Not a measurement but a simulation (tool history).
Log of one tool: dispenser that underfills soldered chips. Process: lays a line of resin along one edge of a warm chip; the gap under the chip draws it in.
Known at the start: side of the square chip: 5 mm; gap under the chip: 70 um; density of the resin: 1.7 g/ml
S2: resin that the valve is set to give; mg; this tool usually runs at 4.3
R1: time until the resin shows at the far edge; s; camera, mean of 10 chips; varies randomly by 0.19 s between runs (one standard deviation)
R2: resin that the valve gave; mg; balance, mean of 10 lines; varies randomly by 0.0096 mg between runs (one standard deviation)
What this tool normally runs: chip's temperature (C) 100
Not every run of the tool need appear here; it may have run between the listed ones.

run 1 hour=0 | chip's_temperature_(C)=100 S2=4.3 | R1=9.1 R2=4.179
-- hour=1.2 new syringe of resin
run 2 hour=8.5 | chip's_temperature_(C)=100 S2=4.3 | R1=8.5 R2=4.164
-- hour=14.3 new syringe of resin
run 3 hour=22.6 | chip's_temperature_(C)=100 S2=4.3 | R1=8 R2=4.149
-- hour=27.6 new syringe of resin
-- hour=29.5 dispensing valve cleaned and set on the balance
run 4 hour=31.4 | chip's_temperature_(C)=96 S2=4.3 | R1=9 R2=4.297
run 5 hour=40.2 | chip's_temperature_(C)=96 S2=4.3 | R1=10.9 R2=4.268
-- hour=42.5 new syringe of resin
run 6 hour=51.1 | chip's_temperature_(C)=96 S2=4.3 | R1=10.3 R2=4.271
-- hour=56.3 new syringe of resin
run 7 hour=60.6 | chip's_temperature_(C)=96 S2=4.3 | R1=9.1 R2=4.277
-- hour=69.4 new syringe of resin
run 8 hour=72.5 | chip's_temperature_(C)=96 S2=4.3 | R1=9.1 R2=4.251
run 9 hour=80.3 | chip's_temperature_(C)=100 S2=5.13 | R1=8.8 R2=5.041
-- hour=82.9 new syringe of resin
run 10 hour=86.6 | chip's_temperature_(C)=91 S2=4.3 | R1=11 R2=4.235
-- hour=96.4 new syringe of resin
run 11 hour=98.6 | chip's_temperature_(C)=89 S2=4.3 | R1=11.4 R2=4.204
run 12 hour=108 | chip's_temperature_(C)=100 S2=4.3 | R1=8.5 R2=4.208
-- hour=110.6 new syringe of resin
run 13 hour=115.3 | chip's_temperature_(C)=100 S2=4.39 | R1=8 R2=4.285
-- hour=123.7 new syringe of resin
run 14 hour=125.2 | chip's_temperature_(C)=100 S2=4.39 | R1=7.5 R2=4.254
run 15 hour=135.2 | chip's_temperature_(C)=100 S2=4.39 | R1=8.9 R2=4.25
-- hour=137.2 new syringe of resin
run 16 hour=143.5 | chip's_temperature_(C)=100 S2=4.3 | R1=8.3 R2=4.153
-- hour=150.6 new syringe of resin
-- hour=153 dispensing valve cleaned and set on the balance
run 17 hour=158.1 | chip's_temperature_(C)=100 S2=5.09 | R1=7.8 R2=5.1
-- hour=164.8 new syringe of resin
run 18 hour=168.1 | chip's_temperature_(C)=88 S2=4.18 | R1=12.9 R2=4.176
run 19 hour=176.2 | chip's_temperature_(C)=92 S2=4.87 | R1=12.2 R2=4.84
-- hour=178.6 new syringe of resin
run 20 hour=185.2 | chip's_temperature_(C)=87 S2=4.04 | R1=14.3 R2=3.999
-- hour=192.4 new syringe of resin
run 21 hour=197.5 | chip's_temperature_(C)=86 S2=5.14 | R1=13.5 R2=5.074
-- hour=205.7 new syringe of resin
run 22 hour=205.8 | chip's_temperature_(C)=106 S2=5.16 | R1=5.2 R2=5.103
run 23 hour=211.7 | chip's_temperature_(C)=89 S2=4.3 | R1=13 R2=4.212
-- hour=218.9 new syringe of resin
run 24 hour=223.9 | chip's_temperature_(C)=89 S2=4.3 | R1=12.8 R2=4.19
run 25 hour=230 | chip's_temperature_(C)=106 S2=3.75 | R1=7.3 R2=3.665
-- hour=232.7 new syringe of resin
run 26 hour=242.4 | chip's_temperature_(C)=99 S2=4.47 | R1=9 R2=4.339
-- hour=246 new syringe of resin
run 27 hour=251.7 | chip's_temperature_(C)=114 S2=4.67 | R1=4.3 R2=4.534
-- hour=259.9 new syringe of resin
run 28 hour=264.4 | chip's_temperature_(C)=103 S2=3.95 | R1=6.9 R2=3.811
-- hour=273.5 new syringe of resin
-- hour=275.5 dispensing valve cleaned and set on the balance
run 29 hour=276.1 | chip's_temperature_(C)=107 S2=4.79 | R1=5.4 R2=4.783
run 30 hour=286.5 | chip's_temperature_(C)=107 S2=4.79 | R1=6.5 R2=4.752
-- hour=288.1 new syringe of resin
run 31 hour=298.9 | chip's_temperature_(C)=107 S2=4.79 | R1=6.5 R2=4.747
-- hour=302.1 new syringe of resin
run 32 hour=308.8 | chip's_temperature_(C)=109 S2=3.74 | R1=5.9 R2=3.709
-- hour=315.2 new syringe of resin
run 33 hour=318.2 | chip's_temperature_(C)=109 S2=3.74 | R1=5.4 R2=3.676
-- hour=329 new syringe of resin
run 34 hour=329 | chip's_temperature_(C)=109 S2=3.74 | R1=4.4 R2=3.689

Predict each of these 5 candidate next runs independently; none follows another, all start after run 34:
run A hour=337.9 | chip's_temperature_(C)=112 S2=4.1 | R1=? R2=?
run B hour=337.9 | chip's_temperature_(C)=98 S2=4.74 | R1=? R2=?
run C hour=337.9 | chip's_temperature_(C)=87 S2=4.84 | R1=? R2=?
run D hour=337.9 | chip's_temperature_(C)=95 S2=3.9 | R1=? R2=?
run E hour=337.9 | chip's_temperature_(C)=106 S2=5.27 | R1=? R2=?

run=A R1=5.1 R2=4.014
run=B R1=8.7 R2=4.653
run=C R1=14.8 R2=4.752
run=D R1=10.6 R2=3.827
run=E R1=6.4 R2=5.166
With the hidden condition removed and each run's random variation left untouched, the same runs would have given:
run=A R1=4.4 R2=4.1
run=B R1=7.5 R2=4.752
run=C R1=12.9 R2=4.854
run=D R1=9.2 R2=3.909
run=E R1=5.5 R2=5.277
